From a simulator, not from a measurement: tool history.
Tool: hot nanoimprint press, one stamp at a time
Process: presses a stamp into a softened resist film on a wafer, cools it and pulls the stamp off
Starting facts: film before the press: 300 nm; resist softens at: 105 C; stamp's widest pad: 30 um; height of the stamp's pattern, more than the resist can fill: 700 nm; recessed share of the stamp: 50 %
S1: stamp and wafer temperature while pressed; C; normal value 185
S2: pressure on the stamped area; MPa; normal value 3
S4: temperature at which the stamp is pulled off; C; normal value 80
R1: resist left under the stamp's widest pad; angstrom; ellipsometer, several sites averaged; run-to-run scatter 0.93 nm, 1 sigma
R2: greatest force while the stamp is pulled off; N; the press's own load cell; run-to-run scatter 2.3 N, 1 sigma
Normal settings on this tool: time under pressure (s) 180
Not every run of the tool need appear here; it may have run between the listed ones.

run 1 hour=0 | S1=185 S2=3 time_under_pressure_(s)=180 S4=80 | R1=1641 R2=118
run 2 hour=19.5 | S1=185 S2=3 time_under_pressure_(s)=180 S4=80 | R1=1632 R2=116
run 3 hour=54.9 | S1=185 S2=3 time_under_pressure_(s)=180 S4=80 | R1=1644 R2=118
run 4 hour=90.5 | S1=185 S2=3 time_under_pressure_(s)=180 S4=80 | R1=1622 R2=117
run 5 hour=125.3 | S1=185 S2=3 time_under_pressure_(s)=96 S4=80 | R1=1977 R2=115
run 6 hour=150.4 | S1=184 S2=3 time_under_pressure_(s)=180 S4=80 | R1=1700 R2=116

The next listed run, before its measurement:
run 7 hour=173.2 | S1=184 S2=2.72 time_under_pressure_(s)=339 S4=72 | R1=? R2=?

R1: 1463 angstrom
R2: 140 N
Take away the tool's hidden state, keep the run-to-run variation as it was, and the same run would have given R1 1404 angstrom, R2 119 N.
